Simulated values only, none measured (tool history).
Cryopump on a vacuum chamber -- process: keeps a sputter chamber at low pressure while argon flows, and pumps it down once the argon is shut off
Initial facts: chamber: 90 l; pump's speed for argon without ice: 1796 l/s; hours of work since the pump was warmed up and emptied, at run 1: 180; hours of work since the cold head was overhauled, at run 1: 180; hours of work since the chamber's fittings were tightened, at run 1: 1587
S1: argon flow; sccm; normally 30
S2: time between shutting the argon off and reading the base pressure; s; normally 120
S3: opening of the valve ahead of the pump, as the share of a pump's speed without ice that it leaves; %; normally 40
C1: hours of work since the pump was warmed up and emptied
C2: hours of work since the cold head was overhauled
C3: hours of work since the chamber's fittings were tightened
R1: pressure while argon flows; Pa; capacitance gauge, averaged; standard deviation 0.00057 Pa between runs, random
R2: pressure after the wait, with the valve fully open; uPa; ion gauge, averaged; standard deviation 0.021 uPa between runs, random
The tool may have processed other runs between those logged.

run 1 hour=0.0 | S1=30 S2=120 S3=40 | C1=180 C2=180 C3=1587 | R1=0.0722 R2=1.42
run 2 hour=38.8 | S1=21 S2=120 S3=40 | C1=213 C2=213 C3=1621 | R1=0.0508 R2=1.44
run 3 hour=62.5 | S1=21 S2=120 S3=40 | C1=234 C2=234 C3=1641 | R1=0.0500 R2=1.45
run 4 hour=98.3 | S1=21 S2=120 S3=40 | C1=265 C2=265 C3=1672 | R1=0.0499 R2=1.45
run 5 hour=130.6 | S1=17 S2=120 S3=40 | C1=293 C2=293 C3=1700 | R1=0.0402 R2=1.52
run 6 hour=170.0 | S1=30 S2=120 S3=40 | C1=327 C2=327 C3=1734 | R1=0.0739 R2=1.53
run 7 hour=210.3 | S1=30 S2=120 S3=40 | C1=361 C2=361 C3=1769 | R1=0.0741 R2=1.55
run 8 hour=241.6 | S1=30 S2=120 S3=40 | C1=389 C2=389 C3=1796 | R1=0.0730 R2=1.57
run 9 hour=282.3 | S1=30 S2=120 S3=40 | C1=424 C2=424 C3=1831 | R1=0.0740 R2=1.64
run 10 hour=313.5 | S1=30 S2=120 S3=41 | C1=451 C2=451 C3=1858 | R1=0.0726 R2=1.67
run 11 hour=344.7 | S1=30 S2=120 S3=41 | C1=478 C2=478 C3=1885 | R1=0.0718 R2=1.69
run 12 hour=365.3 | S1=30 S2=120 S3=40 | C1=495 C2=495 C3=1903 | R1=0.0743 R2=1.71
-- hour=395.7 leaking fittings of the chamber tightened, without venting
run 13 hour=406.6 | S1=30 S2=120 S3=40 | C1=529 C2=529 C3=9 | R1=0.0744 R2=0.42
run 14 hour=423.9 | S1=30 S2=120 S3=40 | C1=544 C2=544 C3=24 | R1=0.0743 R2=0.46
run 15 hour=443.1 | S1=27 S2=120 S3=34 | C1=561 C2=561 C3=41 | R1=0.0801 R2=0.47
run 16 hour=463.7 | S1=23 S2=90 S3=26 | C1=579 C2=579 C3=59 | R1=0.0879 R2=0.57
run 17 hour=502.4 | S1=15 S2=120 S3=40 | C1=612 C2=612 C3=92 | R1=0.0380 R2=0.50
run 18 hour=541.6 | S1=37 S2=79 S3=40 | C1=646 C2=646 C3=126 | R1=0.0934 R2=0.65
run 19 hour=564.9 | S1=37 S2=79 S3=40 | C1=666 C2=666 C3=146 | R1=0.0951 R2=0.65
run 20 hour=599.8 | S1=37 S2=79 S3=40 | C1=696 C2=696 C3=176 | R1=0.0950 R2=0.71
run 21 hour=637.8 | S1=37 S2=79 S3=40 | C1=729 C2=729 C3=209 | R1=0.0940 R2=0.69
run 22 hour=662.0 | S1=14 S2=101 S3=49 | C1=750 C2=750 C3=230 | R1=0.0301 R2=0.71
run 23 hour=689.6 | S1=18 S2=160 S3=28 | C1=774 C2=774 C3=254 | R1=0.0648 R2=0.63
run 24 hour=712.9 | S1=50 S2=215 S3=17 | C1=794 C2=794 C3=274 | R1=0.2865 R2=0.60
run 25 hour=749.1 | S1=22 S2=64 S3=39 | C1=826 C2=826 C3=306 | R1=0.0583 R2=0.87
run 26 hour=787.3 | S1=16 S2=252 S3=47 | C1=859 C2=859 C3=339 | R1=0.0359 R2=0.60
run 27 hour=815.6 | S1=16 S2=252 S3=19 | C1=883 C2=883 C3=363 | R1=0.0847 R2=0.58

Here are 3 independent what-if runs from the current tool condition. What would each one return?
run A hour=855.7 | S1=16 S2=179 S3=19 | C1=918 C2=918 C3=398 | R1=? R2=?
run B hour=855.7 | S1=48 S2=27 S3=20 | C1=918 C2=918 C3=398 | R1=? R2=?
run C hour=855.7 | S1=33 S2=43 S3=59 | C1=918 C2=918 C3=398 | R1=? R2=?

run=A R1=0.0845 R2=0.65
run=B R1=0.2381 R2=1.56
run=C R1=0.0622 R2=1.19
With no hidden state in the tool, these same runs would have given:
run=A R1=0.0801 R2=0.26
run=B R1=0.2249 R2=1.18
run=C R1=0.0531 R2=0.81

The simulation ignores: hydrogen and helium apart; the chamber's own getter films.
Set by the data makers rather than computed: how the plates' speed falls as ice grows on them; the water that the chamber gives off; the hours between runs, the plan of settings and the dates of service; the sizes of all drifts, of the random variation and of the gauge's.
